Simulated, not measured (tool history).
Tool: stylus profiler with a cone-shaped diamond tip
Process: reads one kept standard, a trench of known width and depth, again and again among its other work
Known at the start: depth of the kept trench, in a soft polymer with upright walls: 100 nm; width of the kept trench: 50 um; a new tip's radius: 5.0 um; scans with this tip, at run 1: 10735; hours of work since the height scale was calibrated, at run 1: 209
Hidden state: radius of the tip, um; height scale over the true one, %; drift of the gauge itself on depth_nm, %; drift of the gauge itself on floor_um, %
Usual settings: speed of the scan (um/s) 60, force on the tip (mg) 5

run   hour  speed of the scan (um/s)  force on the tip (mg)  scans with this tip  hours of work since the height scale was calibrated  depth of the trench (Å)  width of the trench's floor (µm)
  1    0.0                        60                      5                10735                                                  209                   1010.5                             47.68
  2   44.0                        60                      5                11084                                                  244                   1010.8                             47.65
  3   79.4                        60                      5                11365                                                  272                   1011.0                             47.60
  4  101.9                        60                      5                11543                                                  290                   1010.7                             47.62
  5  126.8                        60                      5                11741                                                  310                   1011.1                             47.65
  6  164.8                        60                      5                12042                                                  340                   1010.9                             47.65
  7  187.4                        60                      5                12221                                                  358                   1011.1                             47.58
  8  227.5                        60                      5                12539                                                  390                   1011.1                             47.60
  9  257.5                        60                      5                12778                                                  414                   1010.8                             47.63
 10  284.7                        60                      5                12993                                                  436                   1010.6                             47.68
 11  315.8                        60                      5                13240                                                  460                   1010.8                             47.54
 12  359.1                        60                      5                13584                                                  495                   1011.2                             47.58
 13  386.8                        60                      5                13803                                                  517                   1011.2                             47.60
 14  422.2                        60                      5                14084                                                  545                   1011.1                             47.59
 15  457.4                        60                      5                14363                                                  573                   1011.2                             47.60

Run 16 comes next. What will it give?
 16  498.8                        60                      5                14692                                                  606                        ?                                 ?

{"run 16": {"depth of the trench (Å)": 1011.3, "width of the trench's floor (µm)": 47.63}}
Without the tool's hidden state the same run would have given depth of the trench (Å) 1010.1, width of the trench's floor (µm) 47.90.
